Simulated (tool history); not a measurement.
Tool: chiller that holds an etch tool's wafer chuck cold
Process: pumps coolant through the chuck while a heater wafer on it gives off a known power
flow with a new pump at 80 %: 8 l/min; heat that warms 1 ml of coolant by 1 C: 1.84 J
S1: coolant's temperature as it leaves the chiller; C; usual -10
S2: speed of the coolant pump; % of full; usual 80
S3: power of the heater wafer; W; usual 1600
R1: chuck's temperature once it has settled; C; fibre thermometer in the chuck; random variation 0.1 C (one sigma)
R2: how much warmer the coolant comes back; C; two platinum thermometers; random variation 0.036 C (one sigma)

Run 1, hour 0: usual settings. Result: R1 3.6 C, R2 6.54 C.
Run 2, hour 38.3: usual settings but S3 1738 W. Result: R1 4.6 C, R2 7.09 C.
Run 3, hour 87.5: usual settings but S3 1738 W. Result: R1 4.7 C, R2 7.18 C.
Run 4, hour 122.8: usual settings but S3 1738 W. Result: R1 4.7 C, R2 7.11 C.
Run 5, hour 153.4: usual settings. Result: R1 3.3 C, R2 6.45 C.
Run 6, hour 189.8: usual settings. Result: R1 3.8 C, R2 6.47 C.
Run 7, hour 222.4: usual settings. Result: R1 3.5 C, R2 6.46 C.
Run 8, hour 280.3: usual settings. Result: R1 3.6 C, R2 6.49 C.
Run 9, hour 319.2: usual settings. Result: R1 3.6 C, R2 6.49 C.
Run 10, hour 352.7: usual settings. Result: R1 3.6 C, R2 6.43 C.
Run 11, hour 416.3: usual settings. Result: R1 3.5 C, R2 6.49 C.
Run 12, hour 458.8: usual settings. Result: R1 3.6 C, R2 6.5 C.
Run 13, hour 489.3: usual settings but S3 1332 W. Result: R1 1.4 C, R2 5.4 C.
Run 14, hour 521.6: usual settings but S2 95 % of full, S3 1332 W. Result: R1 0.3 C, R2 4.51 C.
Run 15, hour 583.4: usual settings but S2 87 % of full, S3 1715 W. Result: R1 3.8 C, R2 6.37 C.
Run 16, hour 644.3: usual settings but S1 -17 C, S2 91 % of full, S3 820 W. Result: R1 -10.4 C, R2 2.91 C.
Run 17, hour 688.1: usual settings but S2 69 % of full, S3 2317 W. Result: R1 11.5 C, R2 11.03 C.
Run 18, hour 749.6: usual settings but S1 -8 C, S2 61 % of full, S3 1842 W. Result: R1 10.7 C, R2 10.02 C.
Run 19, hour 807.9: usual settings but S1 -8 C, S2 61 % of full, S3 1842 W. Result: R1 10.9 C, R2 9.98 C.
Run 20, hour 837.8: usual settings but S1 -5 C, S2 63 % of full, S3 1592 W. Result: R1 10.7 C, R2 8.37 C.
Run 21, hour 881.8: usual settings but S1 -1 C, S2 72 % of full, S3 2331 W. Result: R1 20.2 C, R2 10.67 C.
Run 22, hour 920.9: usual settings but S1 -1 C, S2 72 % of full, S3 1644 W. Result: R1 13.9 C, R2 7.47 C.
Run 23, hour 971: usual settings but S1 -1 C, S2 72 % of full, S3 1863 W. Result: R1 15.9 C, R2 8.49 C.
Run 24, hour 1043.3: usual settings but S1 -1 C, S2 72 % of full, S3 1863 W. Result: R1 15.9 C, R2 8.48 C.
Run 25, hour 1085.5: usual settings but S1 -18 C, S2 94 % of full. Result: R1 -5.9 C, R2 5.47 C.

3 ways to go on from here, each from the tool as it stands after run 25. What would each give?
Run A, hour 1142.2: usual settings but S1 -5 C, S2 65 % of full, S3 1684 W. Result: R1 ?, R2 ?.
Run B, hour 1142.2: usual settings but S1 -2 C, S2 94 % of full, S3 1476 W. Result: R1 ?, R2 ?.
Run C, hour 1142.2: usual settings but S1 -18 C, S2 94 % of full, S3 834 W. Result: R1 ?, R2 ?.

run     R1    R2
  A   11.4  8.48
  B    9.2   5.1
  C  -11.8  2.88
Without the tool's hidden state the same runs would have given:
run     R1    R2
  A   11.4  8.48
  B    9.2   5.1
  C  -11.8  2.87
